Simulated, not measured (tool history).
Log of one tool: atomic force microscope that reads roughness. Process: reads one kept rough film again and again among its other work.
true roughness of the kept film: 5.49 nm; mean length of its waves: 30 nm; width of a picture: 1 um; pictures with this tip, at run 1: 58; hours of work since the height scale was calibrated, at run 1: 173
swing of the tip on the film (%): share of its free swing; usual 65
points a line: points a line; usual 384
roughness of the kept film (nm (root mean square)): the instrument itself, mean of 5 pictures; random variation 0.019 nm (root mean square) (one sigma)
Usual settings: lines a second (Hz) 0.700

run,day,lines a second (Hz),swing of the tip on the film (%),points a line,pictures with this tip,hours of work since the height scale was calibrated,roughness of the kept film (nm (root mean square))
1,0.000,0.700,65,384,58,173,4.265
2,3.042,0.700,65,384,143,217,3.790
3,4.675,0.700,65,384,189,240,3.599
# day 5.654: new tip fitted
4,7.321,0.700,65,384,47,279,4.237
5,10.429,0.700,65,384,134,324,3.850
6,12.262,3.832,74,294,185,350,3.166
# day 13.396: new tip fitted
7,14.179,3.832,74,294,22,378,3.910
8,16.908,3.409,81,809,98,417,3.443
9,18.729,0.700,70,314,149,444,3.757

Forecast run 10:
# day 21.029: new tip fitted
10,21.108,0.700,70,314,2,478,?

roughness of the kept film (nm (root mean square)): 4.484
Without the tool's hidden state the same run would have given roughness of the kept film (nm (root mean square)) 4.548.
